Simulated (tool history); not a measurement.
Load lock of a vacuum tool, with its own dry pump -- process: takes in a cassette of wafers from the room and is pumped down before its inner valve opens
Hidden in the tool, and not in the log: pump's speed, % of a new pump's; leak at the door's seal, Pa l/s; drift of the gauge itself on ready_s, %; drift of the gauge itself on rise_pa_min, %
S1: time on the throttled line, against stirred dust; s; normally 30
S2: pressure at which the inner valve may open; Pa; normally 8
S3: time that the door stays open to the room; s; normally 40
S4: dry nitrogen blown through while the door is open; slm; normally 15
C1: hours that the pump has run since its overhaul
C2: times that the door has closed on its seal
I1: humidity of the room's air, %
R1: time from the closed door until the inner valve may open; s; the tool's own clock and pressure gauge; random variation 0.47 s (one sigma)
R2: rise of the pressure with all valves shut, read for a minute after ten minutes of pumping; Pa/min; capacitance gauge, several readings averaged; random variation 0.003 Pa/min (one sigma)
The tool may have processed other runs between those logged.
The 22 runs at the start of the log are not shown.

| run | day | S1 | S2 | S3 | S4 | C1 | C2 | I1 | R1 | R2 |
|---|---|---|---|---|---|---|---|---|---|---|
| 23 | 483.654 | 35 | 13 | 35 | 14 | 17605 | 16801 | 42.3 | 66.8 | 0.356 |
| 24 | 495.238 | 35 | 13 | 35 | 14 | 17883 | 17763 | 45.7 | 66.5 | 0.391 |
| 25 | 506.908 | 50 | 12 | 38 | 19 | 18164 | 18732 | 43.4 | 76.8 | 0.440 |
| 26 | 519.050 | 40 | 6 | 38 | 19 | 18455 | 19741 | 46.0 | 75.0 | 0.460 |
| 27 | 545.488 | 19 | 6 | 38 | 40 | 19089 | 21937 | 44.2 | 60.7 | 0.526 |
| 28 | 570.692 | 30 | 9 | 45 | 4 | 19694 | 24030 | 47.2 | 65.6 | 0.626 |
| 29 | 587.908 | 30 | 9 | 90 | 30 | 20108 | 25461 | 47.1 | 66.2 | 0.684 |
|  | 598.962 | door's seal changed, seat wiped |
| 30 | 609.654 | 51 | 7 | 90 | 30 | 20628 | 888 | 43.8 | 81.0 | 0.030 |
| 31 | 634.796 | 16 | 10 | 40 | 15 | 21231 | 2976 | 43.4 | 55.8 | 0.050 |
| 32 | 658.067 | 16 | 10 | 40 | 15 | 21790 | 4909 | 45.4 | 56.5 | 0.078 |
| 33 | 686.196 | 16 | 10 | 34 | 15 | 22465 | 7246 | 40.0 | 57.0 | 0.120 |
|  | 695.571 | dry pump taken out, an overhauled one fitted |
| 34 | 699.367 | 28 | 8 | 190 | 33 | 91 | 8319 | 47.5 | 59.7 | 0.148 |
| 35 | 715.067 | 28 | 8 | 190 | 33 | 468 | 9623 | 42.7 | 58.6 | 0.178 |
| 36 | 737.783 | 30 | 10 | 40 | 4 | 1013 | 11510 | 43.1 | 60.2 | 0.218 |
| 37 | 754.738 | 40 | 7 | 202 | 24 | 1420 | 12918 | 42.2 | 69.0 | 0.268 |

Forecast each of these 4 alternatives for the next run:
| A | 766.729 | 30 | 8 | 64 | 15 | 1708 | 13915 | 45.7 | ? | ? |
| B | 766.729 | 54 | 8 | 40 | 45 | 1708 | 13915 | 44.0 | ? | ? |
| C | 766.729 | 28 | 8 | 61 | 15 | 1708 | 13915 | 45.2 | ? | ? |
| D | 766.729 | 40 | 7 | 125 | 24 | 1708 | 13915 | 47.1 | ? | ? |

| run | R1 | R2 |
|---|---|---|
| A | 60.9 | 0.280 |
| B | 77.3 | 0.277 |
| C | 59.9 | 0.287 |
| D | 68.9 | 0.294 |
The same runs, with their run-to-run variation unchanged, on a tool lacking any hidden condition would have given:
| run | R1 | R2 |
|---|---|---|
| A | 60.8 | 0.030 |
| B | 77.3 | 0.020 |
| C | 59.9 | 0.027 |
| D | 68.8 | 0.036 |
